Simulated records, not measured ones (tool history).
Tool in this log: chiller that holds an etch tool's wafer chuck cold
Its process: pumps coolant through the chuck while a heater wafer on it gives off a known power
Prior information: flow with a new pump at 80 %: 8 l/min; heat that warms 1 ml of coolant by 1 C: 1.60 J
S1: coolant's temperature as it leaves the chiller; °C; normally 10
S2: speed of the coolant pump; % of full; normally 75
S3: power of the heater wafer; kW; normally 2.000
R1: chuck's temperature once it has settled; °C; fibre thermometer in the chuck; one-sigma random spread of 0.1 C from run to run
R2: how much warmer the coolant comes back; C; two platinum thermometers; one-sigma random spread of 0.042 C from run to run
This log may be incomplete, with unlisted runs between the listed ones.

run 1 hour=0.0 | S1=10 S2=75 S3=2.000 | R1=31.0 R2=11.50
run 2 hour=66.9 | S1=10 S2=75 S3=2.000 | R1=31.3 R2=11.47
run 3 hour=128.0 | S1=10 S2=75 S3=2.000 | R1=31.3 R2=11.57
-- hour=155.2 coolant changed, channels flushed
-- hour=174.0 chiller's thermometer calibrated
run 4 hour=214.1 | S1=10 S2=93 S3=2.000 | R1=26.8 R2=9.41
run 5 hour=277.7 | S1=10 S2=75 S3=2.000 | R1=29.1 R2=11.62
run 6 hour=357.1 | S1=10 S2=75 S3=2.000 | R1=29.3 R2=11.67
run 7 hour=399.8 | S1=10 S2=75 S3=2.000 | R1=29.5 R2=11.65
run 8 hour=465.1 | S1=10 S2=75 S3=2.000 | R1=29.5 R2=11.74
run 9 hour=532.8 | S1=10 S2=75 S3=2.386 | R1=33.2 R2=14.14
run 10 hour=603.2 | S1=6 S2=68 S3=1.120 | R1=17.7 R2=7.21
run 11 hour=654.3 | S1=5 S2=91 S3=2.322 | R1=25.0 R2=11.45
run 12 hour=702.0 | S1=8 S2=91 S3=2.322 | R1=28.3 R2=11.45
run 13 hour=763.5 | S1=17 S2=74 S3=2.322 | R1=40.2 R2=14.11
-- hour=803.9 coolant pump overhauled
run 14 hour=840.8 | S1=7 S2=75 S3=1.315 | R1=18.6 R2=6.51

What if the next run were any one of these 4? Each begins from the tool's condition after run 14:
run A hour=874.3 | S1=12 S2=67 S3=1.372 | R1=? R2=?
run B hour=874.3 | S1=18 S2=60 S3=1.753 | R1=? R2=?
run C hour=874.3 | S1=5 S2=79 S3=1.466 | R1=? R2=?
run D hour=874.3 | S1=7 S2=67 S3=2.917 | R1=? R2=?

run=A R1=24.8 R2=7.56
run=B R1=35.9 R2=10.72
run=C R1=17.5 R2=6.95
run=D R1=34.4 R2=16.17
Without the tool's unlogged condition, the same runs would have read:
run=A R1=24.5 R2=7.61
run=B R1=35.5 R2=10.78
run=C R1=17.1 R2=6.99
run=D R1=33.8 R2=16.26
